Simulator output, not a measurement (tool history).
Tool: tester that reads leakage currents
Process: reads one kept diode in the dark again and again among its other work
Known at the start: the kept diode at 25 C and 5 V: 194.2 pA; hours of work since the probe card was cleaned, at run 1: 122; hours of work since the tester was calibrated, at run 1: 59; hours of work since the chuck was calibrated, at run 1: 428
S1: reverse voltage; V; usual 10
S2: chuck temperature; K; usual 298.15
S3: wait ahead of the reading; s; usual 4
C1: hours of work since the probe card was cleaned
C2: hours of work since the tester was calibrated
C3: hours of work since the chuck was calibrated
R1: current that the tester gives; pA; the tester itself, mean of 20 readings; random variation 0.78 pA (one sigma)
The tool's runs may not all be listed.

run,hour,S1,S2,S3,C1,C2,C3,R1
1,0,10,298.15,4,122,59,428,247.35
2,49,10,298.15,4,146,83,453,248.38
3,131.3,10,298.15,1.68,187,123,493,249.19
4,181.5,10,310.15,4,212,148,518,634.18
5,243.8,10,296.15,4,242,179,548,206.46
6,321.9,10,296.15,4,281,217,587,206.7
7,408,10,296.15,4,323,259,629,205.94
8,464.4,10,296.15,4,351,287,657,205.94
9,519.5,10,298.15,4,378,314,684,242.85
10,559.6,10,298.15,4,397,334,704,241.67
11,603.6,10,302.15,4,419,355,725,333.87
12,645.8,10,302.15,4,440,376,746,332.04
13,736.6,10,302.15,4,485,421,791,331.73
14,788.3,12.3,302.15,4,510,446,816,362.16
15,884.1,12.3,302.15,4,557,493,863,356.7
16,960.4,12.3,302.15,4,595,531,901,358.22
17,1029.3,12.3,302.15,4,628,565,935,356.57
18,1106.5,12.3,302.15,4,666,603,973,355.06
19,1160.2,10,298.15,4,693,629,999,234.56
20,1222.1,10,298.15,4,723,660,1029,233.86
# hour 1257.6: chuck's temperature calibrated
21,1299.7,9.4,309.15,4,760,697,21,611.36
22,1394.9,9.4,309.15,4,807,744,68,609.02
23,1449.6,6.8,331.15,1.03,834,771,94,2514.57
24,1521.3,6.8,331.15,1.03,869,806,130,2521.38
25,1586.1,1.3,295.15,1.03,901,838,162,85.57
26,1669.3,10,298.15,1.73,942,879,202,261.22
27,1723.4,10,298.15,1.73,969,905,229,260.46
28,1779.3,17.9,313.15,4,996,933,257,1059.02
29,1860.1,16.5,298.15,3.48,1036,972,296,321.37
30,1926.5,10,296.15,0.54,1069,1005,329,221.37
31,2002,10,296.15,0.54,1106,1042,366,220.66
32,2043.3,3.6,331.15,2.25,1126,1063,386,1880.7
33,2084.3,3.6,331.15,2.25,1146,1083,407,1866.79
34,2140.8,3.6,331.15,2.25,1174,1110,434,1868.4
35,2202.6,3.6,331.15,2.25,1204,1141,465,1873.08
36,2258.5,3.6,331.15,2.25,1232,1168,492,1869.79
37,2314,15.4,298.15,4,1259,1196,520,303.95
38,2376.3,15.4,298.15,4,1290,1226,550,303.2
39,2419.5,15.4,298.15,4,1311,1248,571,304.74

4 ways to go on from here, each from the tool as it stands after run 39. What would each give?
A,2476,15.4,305.15,4,1339,1275,599,?
B,2476,10,316.15,5.8,1339,1275,599,?
C,2476,13,329.15,6.73,1339,1275,599,?
D,2476,10.4,310.15,5.6,1339,1275,599,?

run,R1
A,523.88
B,997.47
C,2780.2
D,650.92
Without the tool's hidden state the same runs would have given:
run,R1
A,546.94
B,1047.7
C,2915.51
D,683.06
